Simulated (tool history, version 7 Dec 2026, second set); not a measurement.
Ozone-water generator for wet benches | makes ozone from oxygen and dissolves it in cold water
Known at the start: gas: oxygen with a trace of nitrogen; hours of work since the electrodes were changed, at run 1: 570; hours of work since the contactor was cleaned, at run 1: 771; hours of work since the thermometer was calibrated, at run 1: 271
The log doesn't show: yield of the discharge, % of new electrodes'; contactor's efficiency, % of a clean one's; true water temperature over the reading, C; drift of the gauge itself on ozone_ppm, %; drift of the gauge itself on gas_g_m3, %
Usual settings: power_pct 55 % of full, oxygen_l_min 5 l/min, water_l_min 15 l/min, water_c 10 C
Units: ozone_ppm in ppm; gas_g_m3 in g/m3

run,hour,power_pct,oxygen_l_min,water_l_min,water_c,hours of work since the electrodes were changed,hours of work since the contactor was cleaned,hours of work since the thermometer was calibrated,ozone_ppm,gas_g_m3
1,0,55,5,15,10,570,771,271,20.9,179.2
2,19.1,55,5,9,10,588,788,289,29.7,180.1
3,37.1,55,5,9,10,604,805,306,29.7,179.4
4,76.8,55,5,18,10,641,841,342,18.4,179.3
5,113.5,55,5,18,10,674,875,376,18.2,176.9
6,145.7,55,5,18,10,704,904,405,18,178.3
7,165.9,55,5,17,10,722,923,424,18.9,178.6
8,207.3,55,5,17,10,760,961,462,19.2,178.1
9,230.7,55,5,13,10,782,982,483,23.1,178.5
# hour 238.5: contactor cleaned
10,271.3,55,5,13,10,815,30,517,22.9,177.4
11,303.4,55,5,13,10,845,60,546,23.2,178.2
12,323.2,55,5,13,10,863,78,564,23.2,177.5
# hour 336: contactor cleaned, once more
13,348.9,56,5,13,10,883,12,584,23.9,179.2
14,381.8,56,5,13,10,913,42,614,23.8,180.6
15,402.9,56,5,13,10,932,61,634,23.7,180.7
16,436.9,56,5,13,10,964,93,665,23.6,179.8
17,456.4,54,5,16,10,981,110,683,19.9,175.1
18,482,41,5,10,10,1005,134,706,23,148.8
19,511.1,55,5,15,5,1032,161,733,22.9,177.6
20,533.1,55,5,15,5,1052,181,753,22.6,177.3
21,556.4,55,5,15,5,1073,202,774,22.5,177.1
22,593.8,55,5,15,5,1107,236,809,22.2,177.2
23,635,55,5,15,5,1145,274,846,22.5,177.3
24,672.8,50,5.3,10,7,1180,309,881,27.2,161.6
25,693.2,49,5.55,10,10,1199,328,900,25.6,154.2
26,730.7,49,5.55,10,10,1233,362,934,25.5,153.2
27,758.8,45,5.55,10,10,1259,388,960,24.1,147.9
28,781.5,64,3.21,19,17,1280,409,981,16.9,247.7
29,821.9,64,3.73,21,17,1317,446,1018,15.7,227.9

3 ways to go on from here, each from the tool as it stands after run 29. What would each give?
A,847.9,55,6.67,15,10,1341,469,1042,?,?
B,847.9,64,8.28,21,17,1341,469,1042,?,?
C,847.9,82,5.04,9,17,1341,469,1042,?,?

run,ozone_ppm,gas_g_m3
A,20.5,152.2
B,16.1,146.6
C,33.1,224.6
Without the tool's hidden state the same runs would have given:
run,ozone_ppm,gas_g_m3
A,21,155.4
B,16.5,150
C,34.1,230.7
